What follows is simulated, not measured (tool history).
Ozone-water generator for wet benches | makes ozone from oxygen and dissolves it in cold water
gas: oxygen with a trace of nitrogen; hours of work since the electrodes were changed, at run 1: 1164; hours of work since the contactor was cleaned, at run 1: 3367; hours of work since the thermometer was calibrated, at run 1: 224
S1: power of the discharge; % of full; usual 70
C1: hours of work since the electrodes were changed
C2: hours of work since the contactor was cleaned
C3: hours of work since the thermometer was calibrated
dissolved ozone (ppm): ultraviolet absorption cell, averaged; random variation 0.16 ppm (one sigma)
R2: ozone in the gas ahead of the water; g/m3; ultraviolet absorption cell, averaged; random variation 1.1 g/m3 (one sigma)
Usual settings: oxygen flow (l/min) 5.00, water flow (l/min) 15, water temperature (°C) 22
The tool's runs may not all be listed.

Run 1, hour 0.0: usual settings; C1 1164; C2 3367; C3 224. Result: dissolved ozone (ppm) 20.6, R2 183.2 g/m3.
Run 2, hour 36.4: usual settings but S1 86 % of full; C1 1194; C2 3397; C3 254. Result: dissolved ozone (ppm) 22.6, R2 204.0 g/m3.
Run 3, hour 72.2: usual settings but S1 86 % of full; C1 1223; C2 3426; C3 283. Result: dissolved ozone (ppm) 23.0, R2 204.6 g/m3.
Run 4, hour 105.8: usual settings but S1 86 % of full; C1 1250; C2 3453; C3 311. Result: dissolved ozone (ppm) 22.7, R2 204.4 g/m3.
Run 5, hour 124.4: usual settings but S1 86 % of full; C1 1266; C2 3469; C3 326. Result: dissolved ozone (ppm) 22.7, R2 204.7 g/m3.
Run 6, hour 146.4: usual settings but S1 86 % of full, water flow (l/min) 11; C1 1284; C2 3487; C3 344. Result: dissolved ozone (ppm) 27.9, R2 203.7 g/m3.
Run 7, hour 177.8: usual settings but S1 86 % of full, water flow (l/min) 11; C1 1309; C2 3512; C3 370. Result: dissolved ozone (ppm) 28.2, R2 202.4 g/m3.
Run 8, hour 213.5: usual settings but S1 86 % of full, water flow (l/min) 11; C1 1339; C2 3541; C3 399. Result: dissolved ozone (ppm) 28.3, R2 205.8 g/m3.
Run 9, hour 248.7: usual settings but water temperature (°C) 28; C1 1367; C2 3570; C3 428. Result: dissolved ozone (ppm) 18.2, R2 182.5 g/m3.
Run 10, hour 281.4: usual settings but water temperature (°C) 28; C1 1394; C2 3597; C3 454. Result: dissolved ozone (ppm) 18.4, R2 184.3 g/m3.
Run 11, hour 320.7: usual settings but water temperature (°C) 28; C1 1426; C2 3629; C3 487. Result: dissolved ozone (ppm) 18.5, R2 183.2 g/m3.
Run 12, hour 358.8: usual settings but water temperature (°C) 28; C1 1458; C2 3660; C3 518. Result: dissolved ozone (ppm) 18.2, R2 184.5 g/m3.
Run 13, hour 395.8: usual settings but water temperature (°C) 28; C1 1488; C2 3691; C3 548. Result: dissolved ozone (ppm) 17.9, R2 183.1 g/m3.
Run 14, hour 412.0: usual settings but water temperature (°C) 28; C1 1501; C2 3704; C3 561. Result: dissolved ozone (ppm) 18.2, R2 185.4 g/m3.
Run 15, hour 427.9: usual settings but water temperature (°C) 28; C1 1514; C2 3717; C3 574. Result: dissolved ozone (ppm) 18.5, R2 182.7 g/m3.
Run 16, hour 444.8: usual settings but oxygen flow (l/min) 5.91; C1 1528; C2 3731; C3 588. Result: dissolved ozone (ppm) 20.4, R2 169.9 g/m3.
Run 17, hour 483.5: usual settings; C1 1560; C2 3763; C3 620. Result: dissolved ozone (ppm) 20.4, R2 182.7 g/m3.
Run 18, hour 507.0: usual settings but oxygen flow (l/min) 4.74; C1 1579; C2 3782; C3 639. Result: dissolved ozone (ppm) 20.4, R2 188.2 g/m3.
Run 19, hour 534.3: usual settings but oxygen flow (l/min) 4.74, water flow (l/min) 12, water temperature (°C) 24; C1 1601; C2 3804; C3 662. Result: dissolved ozone (ppm) 22.8, R2 187.3 g/m3.
Run 20, hour 573.6: usual settings but S1 73 % of full, oxygen flow (l/min) 6.62, water temperature (°C) 15; C1 1633; C2 3836; C3 694. Result: dissolved ozone (ppm) 23.1, R2 162.0 g/m3.
At hour 594.4: contactor cleaned.
Run 21, hour 594.4: usual settings but S1 73 % of full, oxygen flow (l/min) 6.62, water temperature (°C) 15; C1 1647; C2 0; C3 707. Result: dissolved ozone (ppm) 24.1, R2 162.5 g/m3.
Run 22, hour 616.7: usual settings but S1 60 % of full, oxygen flow (l/min) 8.21, water flow (l/min) 16, water temperature (°C) 15; C1 1665; C2 18; C3 726. Result: dissolved ozone (ppm) 21.0, R2 134.4 g/m3.
Run 23, hour 639.2: usual settings but S1 60 % of full, oxygen flow (l/min) 8.21, water flow (l/min) 16, water temperature (°C) 15; C1 1684; C2 37; C3 744. Result: dissolved ozone (ppm) 21.0, R2 133.1 g/m3.
Run 24, hour 658.7: usual settings but S1 43 % of full, water flow (l/min) 21, water temperature (°C) 27; C1 1700; C2 53; C3 760. Result: dissolved ozone (ppm) 11.8, R2 143.8 g/m3.
Run 25, hour 698.1: usual settings but S1 43 % of full, oxygen flow (l/min) 3.33, water flow (l/min) 13, water temperature (°C) 27; C1 1732; C2 85; C3 792. Result: dissolved ozone (ppm) 16.9, R2 173.3 g/m3.
Run 26, hour 721.7: usual settings but S1 43 % of full, oxygen flow (l/min) 3.33, water flow (l/min) 13, water temperature (°C) 27; C1 1751; C2 104; C3 812. Result: dissolved ozone (ppm) 17.3, R2 174.2 g/m3.
Run 27, hour 747.1: usual settings but S1 45 % of full, oxygen flow (l/min) 8.61; C1 1772; C2 125; C3 832. Result: dissolved ozone (ppm) 16.3, R2 113.6 g/m3.
Run 28, hour 771.8: usual settings but water flow (l/min) 14, water temperature (°C) 30; C1 1792; C2 145; C3 853. Result: dissolved ozone (ppm) 19.3, R2 182.0 g/m3.
Run 29, hour 788.1: usual settings but water flow (l/min) 14, water temperature (°C) 27; C1 1806; C2 159; C3 866. Result: dissolved ozone (ppm) 20.3, R2 183.0 g/m3.
Run 30, hour 824.5: usual settings but oxygen flow (l/min) 4.95, water flow (l/min) 10, water temperature (°C) 19; C1 1836; C2 188; C3 896. Result: dissolved ozone (ppm) 29.4, R2 182.6 g/m3.
Run 31, hour 849.6: usual settings but S1 40 % of full, oxygen flow (l/min) 5.96, water temperature (°C) 21; C1 1856; C2 209; C3 916. Result: dissolved ozone (ppm) 16.1, R2 126.1 g/m3.
Run 32, hour 883.7: usual settings but S1 63 % of full, oxygen flow (l/min) 5.96, water flow (l/min) 16, water temperature (°C) 21; C1 1884; C2 237; C3 944. Result: dissolved ozone (ppm) 19.4, R2 157.8 g/m3.
Run 33, hour 911.6: usual settings but S1 68 % of full; C1 1907; C2 260; C3 967. Result: dissolved ozone (ppm) 20.6, R2 178.8 g/m3.
Run 34, hour 928.8: usual settings but S1 60 % of full, oxygen flow (l/min) 8.49; C1 1921; C2 274; C3 981. Result: dissolved ozone (ppm) 18.7, R2 132.2 g/m3.

Hidden state at the last listed run before each entry between runs and at the first one after, where it differs:
Between runs 20 and 21: contactor cleaned (hour 594.4)
  contactor's efficiency, % of a clean one's: 90.1 -> 99.7
  measured less the result without the state, dissolved ozone (ppm): -1.8 -> -0.6; R2: -3.9 -> -4.0 g/m3
